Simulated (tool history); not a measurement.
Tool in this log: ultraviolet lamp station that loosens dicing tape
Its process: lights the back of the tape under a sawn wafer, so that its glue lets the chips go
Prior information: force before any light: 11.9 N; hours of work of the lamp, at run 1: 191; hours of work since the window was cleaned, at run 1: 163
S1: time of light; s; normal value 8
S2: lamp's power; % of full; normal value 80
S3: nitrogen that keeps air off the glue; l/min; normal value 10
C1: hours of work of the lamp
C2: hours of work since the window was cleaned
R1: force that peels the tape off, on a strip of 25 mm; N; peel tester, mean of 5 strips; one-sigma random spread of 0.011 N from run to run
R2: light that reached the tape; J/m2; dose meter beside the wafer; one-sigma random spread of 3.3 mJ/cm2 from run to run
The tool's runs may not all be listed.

run	hour	S1	S2	S3	C1	C2	R1	R2
1	0	8	80	10	191	163	0.626	4620
2	5	8	88	10	194	166	0.471	5130
3	12.6	8	88	10	198	170	0.493	5090
4	21.1	8	88	10	203	175	0.482	5120
5	29.1	8	88	10	207	179	0.473	5010
6	35.3	8	80	10	210	182	0.621	4600
7	39.8	12	80	10	213	185	0.206	6950
8	47.2	12	80	10	216	189	0.211	6830
9	56.6	12	80	10	221	194	0.221	6960
10	65.5	8	80	3	226	198	1.809	4580
11	73.5	8	93	10	230	203	0.427	5220
12	79.6	8	93	10	234	206	0.424	5280
13	87.9	8	93	10	238	210	0.446	5270
14	97.1	15	93	10	243	215	0.108	9890
15	105.3	8	80	4	247	219	1.481	4460
16	114.5	8	98	10	252	224	0.395	5500
# hour 119: window cleaned of glue's vapour
17	121.6	8	98	10	256	1	0.324	5840
18	128.7	8	98	10	260	5	0.345	5930
19	137.1	8	98	10	264	10	0.315	5840
20	146.7	8	94	10	269	15	0.371	5590
21	155.8	8	94	10	274	20	0.352	5620
22	163.8	8	94	10	278	24	0.363	5630
23	170.3	6	88	10	282	27	0.967	3930
24	177.4	8	77	16	285	31	0.428	4590
25	182.8	8	67	10	288	34	0.919	3980
26	191.6	6	66	10	293	39	1.813	2910
27	196	6	66	10	295	41	1.742	2920
28	202.4	14	80	10	299	44	0.145	8190
29	207.5	4	83	10	302	47	2.46	2420
30	213.5	4	83	10	305	50	2.467	2410
31	220	11	93	10	308	54	0.174	7510
32	226.6	11	93	10	312	57	0.173	7530

Below are 4 alternative next runs, each starting from the tool's condition after run 32. Predict each:
A	232	7	93	10	315	60	?	?
B	232	11	80	10	315	60	?	?
C	232	5	93	10	315	60	?	?
D	232	5	93	8	315	60	?	?

run	R1	R2
A	0.571	4750
B	0.259	6440
C	1.263	3400
D	1.589	3370
Had the tool no hidden state, the same runs would have come out as:
run	R1	R2
A	0.434	5250
B	0.2	7120
C	1.013	3760
D	1.294	3720
